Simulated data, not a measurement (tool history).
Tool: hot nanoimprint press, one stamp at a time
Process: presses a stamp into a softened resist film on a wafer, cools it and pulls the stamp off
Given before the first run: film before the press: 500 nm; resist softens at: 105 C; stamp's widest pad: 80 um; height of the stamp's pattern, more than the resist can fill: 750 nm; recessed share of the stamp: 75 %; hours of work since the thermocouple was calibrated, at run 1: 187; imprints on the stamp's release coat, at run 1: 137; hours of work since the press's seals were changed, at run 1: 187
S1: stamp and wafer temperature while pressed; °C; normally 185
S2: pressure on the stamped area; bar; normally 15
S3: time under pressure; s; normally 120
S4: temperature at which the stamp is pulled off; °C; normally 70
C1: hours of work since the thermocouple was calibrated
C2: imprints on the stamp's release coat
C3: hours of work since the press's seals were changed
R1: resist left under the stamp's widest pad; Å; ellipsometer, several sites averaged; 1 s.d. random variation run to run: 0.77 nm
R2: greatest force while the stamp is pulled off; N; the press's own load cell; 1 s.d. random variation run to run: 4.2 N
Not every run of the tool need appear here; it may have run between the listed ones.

run 1 hour=0 | S1=185 S2=15 S3=120 S4=70 | C1=187 C2=137 C3=187 | R1=2940 R2=205
run 2 hour=14.3 | S1=185 S2=15 S3=120 S4=70 | C1=197 C2=213 C3=197 | R1=2941 R2=210
run 3 hour=29.9 | S1=185 S2=15 S3=120 S4=70 | C1=208 C2=296 C3=208 | R1=2936 R2=203
run 4 hour=49.3 | S1=185 S2=15 S3=120 S4=70 | C1=221 C2=399 C3=221 | R1=2941 R2=198
run 5 hour=61 | S1=185 S2=15 S3=120 S4=70 | C1=229 C2=461 C3=229 | R1=2923 R2=195
run 6 hour=76.2 | S1=185 S2=15 S3=120 S4=70 | C1=240 C2=542 C3=240 | R1=2933 R2=215
run 7 hour=93 | S1=185 S2=15 S3=120 S4=70 | C1=251 C2=631 C3=251 | R1=2924 R2=203
run 8 hour=103.5 | S1=185 S2=15 S3=120 S4=70 | C1=259 C2=687 C3=259 | R1=2918 R2=205
run 9 hour=121.2 | S1=185 S2=15 S3=120 S4=70 | C1=271 C2=780 C3=271 | R1=2943 R2=200
run 10 hour=138.4 | S1=173 S2=22.6 S3=183 S4=70 | C1=283 C2=872 C3=283 | R1=3120 R2=201
run 11 hour=153.8 | S1=176 S2=9.6 S3=94 S4=65 | C1=294 C2=954 C3=294 | R1=4314 R2=220
run 12 hour=162.8 | S1=174 S2=15 S3=65 S4=70 | C1=300 C2=1001 C3=300 | R1=4265 R2=211
run 13 hour=172.2 | S1=181 S2=14 S3=149 S4=56 | C1=307 C2=1051 C3=307 | R1=3175 R2=261

What if the next run were any one of these 4? Each begins from the tool's condition after run 13:
run A hour=191.5 | S1=185 S2=10.4 S3=120 S4=63 | C1=320 C2=1153 C3=320 | R1=? R2=?
run B hour=191.5 | S1=181 S2=17.6 S3=149 S4=56 | C1=320 C2=1153 C3=320 | R1=? R2=?
run C hour=191.5 | S1=181 S2=14 S3=149 S4=71 | C1=320 C2=1153 C3=320 | R1=? R2=?
run D hour=191.5 | S1=193 S2=13 S3=120 S4=70 | C1=320 C2=1153 C3=320 | R1=? R2=?

run=A R1=3383 R2=232
run=B R1=2861 R2=261
run=C R1=3167 R2=202
run=D R1=2507 R2=205
The same runs, with their run-to-run variation unchanged, on a tool lacking any hidden condition would have given:
run=A R1=3386 R2=231
run=B R1=2864 R2=260
run=C R1=3171 R2=201
run=D R1=2510 R2=204

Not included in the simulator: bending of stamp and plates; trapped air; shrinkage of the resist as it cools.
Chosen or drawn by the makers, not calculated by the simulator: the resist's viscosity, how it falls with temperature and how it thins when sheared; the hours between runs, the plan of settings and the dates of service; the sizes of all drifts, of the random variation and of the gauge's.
